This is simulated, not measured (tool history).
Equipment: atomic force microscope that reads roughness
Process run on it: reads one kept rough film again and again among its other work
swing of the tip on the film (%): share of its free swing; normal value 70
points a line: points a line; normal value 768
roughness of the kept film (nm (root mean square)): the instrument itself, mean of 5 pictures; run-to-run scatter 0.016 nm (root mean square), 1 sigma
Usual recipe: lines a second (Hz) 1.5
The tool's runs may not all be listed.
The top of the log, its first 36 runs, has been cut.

run	hour	lines a second (Hz)	swing of the tip on the film (%)	points a line	pictures with this tip	hours of work since the height scale was calibrated	roughness of the kept film (nm (root mean square))
37	1380.5	0.55	70	435	274	1575	3.939
# hour 1388.9: new tip fitted
38	1427.2	0.55	70	435	88	1608	4.077
39	1460.7	3.41	72	330	165	1632	3.687
40	1491.8	0.94	70	768	237	1654	3.95
# hour 1517.6: new tip fitted
41	1545	2.39	71	300	63	1692	3.906
42	1572.1	2.39	58	912	125	1711	4.009
43	1600.5	3.1	63	382	190	1732	3.863
# hour 1625.1: height scale calibrated on a step standard
44	1626.1	3.04	69	382	247	1	3.637
# hour 1645.7: new tip fitted
45	1650.4	1.5	66	390	11	18	3.939
46	1700.7	0.84	69	343	126	54	3.903
47	1749.2	1.37	69	294	238	88	3.8
# hour 1771.4: new tip fitted
48	1785.9	2.48	85	526	33	114	3.537
49	1808.2	1.24	64	314	85	130	3.909

What if the next run were any one of these 4? Each begins from the tool's condition after run 49:
A	1838.9	1.44	90	990	155	152	?
B	1838.9	3.62	65	505	155	152	?
C	1838.9	2.03	88	543	155	152	?
D	1838.9	1.5	70	792	155	152	?

run	roughness of the kept film (nm (root mean square))
A	3.603
B	3.731
C	3.496
D	3.841
Stripped of hidden state, with their random variation kept, the same runs would have yielded:
run	roughness of the kept film (nm (root mean square))
A	3.696
B	3.827
C	3.586
D	3.94

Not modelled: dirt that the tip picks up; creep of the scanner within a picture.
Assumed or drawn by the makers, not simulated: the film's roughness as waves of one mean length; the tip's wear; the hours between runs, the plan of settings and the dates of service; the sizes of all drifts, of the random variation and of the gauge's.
